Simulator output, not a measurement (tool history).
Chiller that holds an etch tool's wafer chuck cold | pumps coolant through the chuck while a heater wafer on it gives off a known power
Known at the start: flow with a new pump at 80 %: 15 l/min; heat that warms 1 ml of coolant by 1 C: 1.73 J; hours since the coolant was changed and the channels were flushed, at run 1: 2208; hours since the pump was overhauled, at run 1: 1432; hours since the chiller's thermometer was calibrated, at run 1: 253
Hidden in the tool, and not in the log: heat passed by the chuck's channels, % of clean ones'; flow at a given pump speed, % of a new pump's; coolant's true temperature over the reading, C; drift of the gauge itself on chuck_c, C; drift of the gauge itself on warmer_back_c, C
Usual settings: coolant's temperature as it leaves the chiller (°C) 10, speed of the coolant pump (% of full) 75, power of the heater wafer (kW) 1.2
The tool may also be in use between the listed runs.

| run | hour | coolant's temperature as it leaves the chiller (°C) | speed of the coolant pump (% of full) | power of the heater wafer (kW) | hours since the coolant was changed and the channels were flushed | hours since the pump was overhauled | hours since the chiller's thermometer was calibrated | chuck's temperature once it has settled (°C) | how much warmer the coolant comes back (C) |
|---|---|---|---|---|---|---|---|---|---|
| 1 | 0 | 10 | 75 | 1.2 | 2208 | 1432 | 253 | 18.6 | 2.98 |
| 2 | 42.2 | 18 | 75 | 1.2 | 2250 | 1474 | 295 | 26.7 | 3.02 |
| 3 | 87.2 | 18 | 75 | 1.2 | 2295 | 1519 | 340 | 26.7 | 3.03 |
| 4 | 123.7 | 19 | 75 | 1.2 | 2332 | 1556 | 377 | 27.5 | 3.05 |
| 5 | 159.7 | 10 | 75 | 1.2 | 2368 | 1592 | 413 | 18.7 | 3.12 |
| 6 | 201 | 10 | 75 | 1.2 | 2409 | 1633 | 454 | 18.6 | 3.14 |
| 7 | 237.8 | 10 | 75 | 1.2 | 2446 | 1670 | 491 | 18.6 | 3.19 |
| 8 | 281.3 | 10 | 75 | 1.2 | 2489 | 1713 | 534 | 18.6 | 3.15 |
| 9 | 307.8 | 10 | 75 | 1.2 | 2516 | 1740 | 561 | 18.6 | 3.25 |
| 10 | 338.6 | 10 | 88 | 1.2 | 2547 | 1770 | 592 | 17.5 | 2.8 |
| 11 | 382.1 | 10 | 75 | 1.2 | 2590 | 1814 | 635 | 18.5 | 3.35 |
|  | 408.7 | gauge calibrated |
| 12 | 418.4 | 10 | 75 | 1.2 | 2626 | 1850 | 671 | 18.6 | 3.03 |
| 13 | 438.2 | 10 | 75 | 1.2 | 2646 | 1870 | 691 | 18.8 | 3.02 |
| 14 | 480.8 | 10 | 75 | 1.2 | 2689 | 1913 | 734 | 18.5 | 3.05 |
| 15 | 506.1 | 10 | 75 | 1.2 | 2714 | 1938 | 759 | 18.6 | 3.09 |
| 16 | 536.6 | 2 | 75 | 1.474 | 2745 | 1968 | 790 | 12.8 | 3.79 |
| 17 | 582.4 | 18 | 94 | 1.179 | 2790 | 2014 | 835 | 25 | 2.43 |
| 18 | 627.3 | 11 | 70 | 1.179 | 2835 | 2059 | 880 | 20.2 | 3.31 |
| 19 | 674 | 1 | 75 | 1.2 | 2882 | 2106 | 927 | 9.7 | 3.17 |
| 20 | 715.6 | 18 | 63 | 0.634 | 2924 | 2147 | 969 | 23.2 | 2.2 |
| 21 | 754 | 18 | 63 | 0.634 | 2962 | 2186 | 1007 | 23.3 | 2.24 |
| 22 | 783.4 | 10 | 83 | 1.037 | 2991 | 2215 | 1036 | 16.9 | 2.64 |
| 23 | 810.6 | 2 | 99 | 1.638 | 3019 | 2242 | 1064 | 11.4 | 3.26 |
| 24 | 833.8 | 2 | 99 | 1.638 | 3042 | 2266 | 1087 | 11.3 | 3.32 |
| 25 | 872.2 | 10 | 70 | 1.638 | 3080 | 2304 | 1125 | 22.4 | 4.84 |
| 26 | 902.5 | 10 | 70 | 1.638 | 3110 | 2334 | 1156 | 22.5 | 4.72 |
| 27 | 943.1 | 10 | 70 | 1.638 | 3151 | 2375 | 1196 | 22.7 | 4.85 |
| 28 | 989.1 | 10 | 70 | 1.638 | 3197 | 2421 | 1242 | 22.4 | 4.9 |

Hidden state at the last listed run before each entry between runs and at the first one after, where it differs:
Between runs 11 and 12: gauge calibrated (hour 408.7)
  drift of the gauge itself on warmer_back_c, C: 0.29 -> 0.01
  measured less the result without the state, how much warmer the coolant comes back (C): +0.3 -> +0.01
